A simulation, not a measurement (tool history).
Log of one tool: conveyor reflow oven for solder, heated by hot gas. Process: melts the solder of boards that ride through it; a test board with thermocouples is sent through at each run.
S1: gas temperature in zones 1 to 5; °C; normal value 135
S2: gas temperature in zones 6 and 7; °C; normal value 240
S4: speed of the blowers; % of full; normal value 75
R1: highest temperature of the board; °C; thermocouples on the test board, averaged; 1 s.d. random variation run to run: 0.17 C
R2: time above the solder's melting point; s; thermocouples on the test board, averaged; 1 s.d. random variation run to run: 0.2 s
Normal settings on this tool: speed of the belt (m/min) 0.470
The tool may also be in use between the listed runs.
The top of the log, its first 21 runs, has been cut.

Run 22, day 7.500: usual settings but S1 123 °C, S2 236 °C, S4 55 % of full. Result: R1 204.8 °C, R2 38.2 s.
At day 7.792: flux residue cleaned out of gas plates and filters.
Run 23, day 8.038: usual settings but S1 123 °C, S2 236 °C, S4 55 % of full. Result: R1 206.6 °C, R2 40.2 s.
Run 24, day 8.358: usual settings but S1 123 °C, S2 236 °C, speed of the belt (m/min) 0.396, S4 55 % of full. Result: R1 214.5 °C, R2 58.3 s.
Run 25, day 8.762: usual settings but S1 147 °C, S2 254 °C, speed of the belt (m/min) 0.527, S4 60 % of full. Result: R1 224.3 °C, R2 57.8 s.
Run 26, day 9.183: usual settings but speed of the belt (m/min) 0.482. Result: R1 220.7 °C, R2 56.8 s.
Run 27, day 9.383: usual settings but speed of the belt (m/min) 0.482. Result: R1 220.8 °C, R2 57.1 s.
Run 28, day 9.704: usual settings but speed of the belt (m/min) 0.482. Result: R1 220.8 °C, R2 57.0 s.
Run 29, day 9.921: usual settings but S1 148 °C, S2 251 °C, speed of the belt (m/min) 0.448, S4 78 % of full. Result: R1 236.5 °C, R2 76.4 s.
Run 30, day 10.150: usual settings but S1 148 °C, S2 251 °C, speed of the belt (m/min) 0.448, S4 78 % of full. Result: R1 236.0 °C, R2 76.0 s.
Run 31, day 10.371: usual settings but S1 123 °C, S2 236 °C. Result: R1 216.0 °C, R2 51.2 s.

Consider 3 possible next runs. They are alternatives, not a sequence: every one starts from the tool as it was left by run 31. What does each give?
Run A, day 10.617: usual settings but S1 125 °C, S2 252 °C. Result: R1 ?, R2 ?.
Run B, day 10.617: usual settings but speed of the belt (m/min) 0.469, S4 59 % of full. Result: R1 ?, R2 ?.
Run C, day 10.617: usual settings but speed of the belt (m/min) 0.513. Result: R1 ?, R2 ?.

run     R1    R2
  A  230.0  61.3
  B  214.8  53.0
  C  218.2  51.6
With the hidden condition removed and each run's random variation left untouched, the same runs would have given:
run     R1    R2
  A  228.4  60.0
  B  213.1  51.2
  C  216.6  50.2

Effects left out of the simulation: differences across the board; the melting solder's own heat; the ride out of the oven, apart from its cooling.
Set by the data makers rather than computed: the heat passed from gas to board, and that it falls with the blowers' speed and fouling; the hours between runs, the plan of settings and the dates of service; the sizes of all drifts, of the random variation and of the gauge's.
